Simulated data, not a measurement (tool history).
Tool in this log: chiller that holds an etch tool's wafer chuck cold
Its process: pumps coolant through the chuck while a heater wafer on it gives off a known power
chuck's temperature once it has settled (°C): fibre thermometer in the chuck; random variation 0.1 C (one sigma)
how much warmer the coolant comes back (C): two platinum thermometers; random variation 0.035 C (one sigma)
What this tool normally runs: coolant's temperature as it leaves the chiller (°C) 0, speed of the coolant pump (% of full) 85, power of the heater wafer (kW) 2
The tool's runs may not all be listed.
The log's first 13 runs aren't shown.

run     day  coolant's temperature as it leaves the chiller (°C)  speed of the coolant pump (% of full)  power of the heater wafer (kW)  hours since the coolant was changed and the channels were flushed  hours since the pump was overhauled  hours since the chiller's thermometer was calibrated  chuck's temperature once it has settled (°C)  how much warmer the coolant comes back (C)
 14  29.692                                                    0                                     60                               2                                                               2406                                 3674                                                   713                                          29.3                                        8.86
 15  30.992                                                    0                                     87                               2                                                               2437                                 3705                                                   744                                          21.5                                         5.8
 16    33.1                                                    0                                     93                               2                                                               2488                                 3756                                                   794                                          20.6                                        5.39
 17  36.171                                                    8                                     94                               2                                                               2561                                 3829                                                   868                                          28.2                                        5.26
 18    38.8                                                   -5                                     96                           1.571                                                               2624                                 3893                                                   931                                          10.5                                        4.06
 19  41.162                                                   -3                                     98                           2.509                                                               2681                                 3949                                                   988                                          21.5                                        6.32
 20  44.267                                                    3                                     74                               2                                                               2755                                 4024                                                  1062                                          27.7                                        6.95
 21  46.758                                                   -1                                     93                           2.132                                                               2815                                 4084                                                  1122                                          20.7                                        5.64
 22  48.383                                                   -6                                     93                           1.266                                                               2854                                 4122                                                  1161                                           6.7                                        3.37
 23  50.767                                                   -6                                     93                           1.266                                                               2911                                 4180                                                  1218                                           6.6                                         3.4
 24  53.904                                                   -6                                     93                           1.266                                                               2987                                 4255                                                  1294                                           6.8                                        3.43
 25  57.092                                                   -5                                     85                               2                                                               3063                                 4331                                                  1370                                            17                                        5.99
 26  58.933                                                   -5                                     85                               2                                                               3108                                 4376                                                  1414                                          16.9                                        5.93
 27  60.375                                                   -5                                     85                               2                                                               3142                                 4410                                                  1449                                          16.9                                        5.92
 28  63.542                                                    0                                     85                           2.884                                                               3218                                 4486                                                  1525                                          31.4                                        8.58
 29  65.675                                                   -3                                     85                           1.934                                                               3269                                 4538                                                  1576                                          18.4                                        5.72
 30    67.9                                                    4                                     85                           1.006                                                               3323                                 4591                                                  1630                                          15.2                                        2.99
 31  69.362                                                    4                                     85                           1.006                                                               3358                                 4626                                                  1665                                          15.1                                        2.94
 32  71.617                                                    3                                     94                           2.844                                                               3412                                 4680                                                  1719                                          31.7                                        7.53

What if the next run were any one of these 3? Each begins from the tool's condition after run 32:
  A  73.579                                                    5                                     78                           2.075                                                               3459                                 4727                                                  1766                                             ?                                           ?
  B  73.579                                                   -4                                     84                             1.3                                                               3459                                 4727                                                  1766                                             ?                                           ?
  C  73.579                                                    0                                     77                               2                                                               3459                                 4727                                                  1766                                             ?                                           ?

run  chuck's temperature once it has settled (°C)  how much warmer the coolant comes back (C)
  A                                          29.6                                        6.78
  B                                          10.3                                        3.91
  C                                          23.9                                         6.6
Without the tool's unlogged condition, the same runs would have read:
run  chuck's temperature once it has settled (°C)  how much warmer the coolant comes back (C)
  A                                          29.6                                        6.78
  B                                          10.3                                         3.9
  C                                          23.9                                        6.59
